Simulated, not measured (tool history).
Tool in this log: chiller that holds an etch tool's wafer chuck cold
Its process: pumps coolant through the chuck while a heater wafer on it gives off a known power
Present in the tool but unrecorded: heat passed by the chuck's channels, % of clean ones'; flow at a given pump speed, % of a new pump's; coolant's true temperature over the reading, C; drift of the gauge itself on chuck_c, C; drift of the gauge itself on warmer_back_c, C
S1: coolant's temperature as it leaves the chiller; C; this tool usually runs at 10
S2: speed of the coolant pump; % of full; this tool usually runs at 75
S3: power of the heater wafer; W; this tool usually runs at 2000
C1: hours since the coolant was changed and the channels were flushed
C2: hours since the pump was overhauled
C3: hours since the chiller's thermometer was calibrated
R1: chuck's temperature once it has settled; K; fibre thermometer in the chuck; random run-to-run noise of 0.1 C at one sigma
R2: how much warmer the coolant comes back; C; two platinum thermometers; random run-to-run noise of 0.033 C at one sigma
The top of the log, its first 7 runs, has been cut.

run	hour	S1	S2	S3	C1	C2	C3	R1	R2
8	243.2	10	75	2000	4845	1514	3928	302.95	4.6
9	288.3	10	75	2000	4890	1559	3973	302.65	4.63
10	339.3	10	75	2000	4941	1610	4024	302.75	4.61
11	374.5	15	75	2000	4977	1645	4059	307.65	4.62
12	407	15	75	2000	5009	1678	4092	307.65	4.62
13	451.8	15	75	2000	5054	1722	4136	307.75	4.64
14	498	15	75	2000	5100	1769	4183	307.55	4.66
15	522.1	10	75	2000	5124	1793	4207	302.75	4.59
16	566.2	10	75	2000	5168	1837	4251	302.85	4.64
17	608	10	75	2000	5210	1879	4293	302.55	4.68
18	643.8	10	79	2094	5246	1914	4329	302.95	4.61

Run 19, settings as shown, results not yet in. Your forecast:
19	686	10	79	2094	5288	1957	4371	?	?

Run 19 produced R1 302.85 K, R2 4.71 C.
Were there no unlogged condition in the tool, this run, its random variation unchanged, would have produced R1 302.85 K, R2 4.57 C.
